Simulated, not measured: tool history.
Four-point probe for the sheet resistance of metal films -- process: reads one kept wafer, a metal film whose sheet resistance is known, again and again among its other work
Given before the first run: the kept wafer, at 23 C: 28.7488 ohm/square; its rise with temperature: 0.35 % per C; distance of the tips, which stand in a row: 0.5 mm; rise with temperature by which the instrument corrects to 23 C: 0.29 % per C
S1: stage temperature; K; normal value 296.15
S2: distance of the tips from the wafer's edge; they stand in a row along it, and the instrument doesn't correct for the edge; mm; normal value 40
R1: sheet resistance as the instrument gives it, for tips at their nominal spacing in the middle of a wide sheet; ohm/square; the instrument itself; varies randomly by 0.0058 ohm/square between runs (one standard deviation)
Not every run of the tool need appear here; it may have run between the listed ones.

run,day,S1,S2,R1
1,0.000,296.15,40,28.686153
2,4.308,297.15,40,28.700074
3,7.750,294.15,40,28.633240
4,10.100,296.15,3,29.091684
5,15.121,293.15,3,29.033856
6,20.908,293.15,3,29.035939
7,25.567,303.15,3,29.182649
8,28.579,303.15,3,29.189779
9,33.467,296.15,40,28.637749
10,37.550,296.15,40,28.637821
11,41.317,296.15,40,28.618942
12,45.000,296.15,40,28.630589
13,47.500,296.15,40,28.609353
14,52.054,297.15,6,28.740463
15,55.121,295.15,52,28.587124
16,58.929,302.15,4,28.933990
17,61.675,292.15,51,28.527812
18,64.283,292.15,51,28.521870
19,67.012,292.15,51,28.529197
20,69.671,292.15,51,28.524181
21,72.696,307.15,30,28.766191
22,77.404,303.15,30,28.680680
23,81.842,296.15,23,28.572964

Forecast each of these 5 alternatives for the next run:
A,85.650,297.15,29,?
B,85.650,294.15,71,?
C,85.650,296.15,7,?
D,85.650,296.15,4,?
E,85.650,299.15,12,?

run,R1
A,28.592061
B,28.531177
C,28.629847
D,28.796793
E,28.631460
Had the tool no hidden state, the same runs would have come out as:
run,R1
A,28.781996
B,28.720473
C,28.819913
D,28.987874
E,28.821800
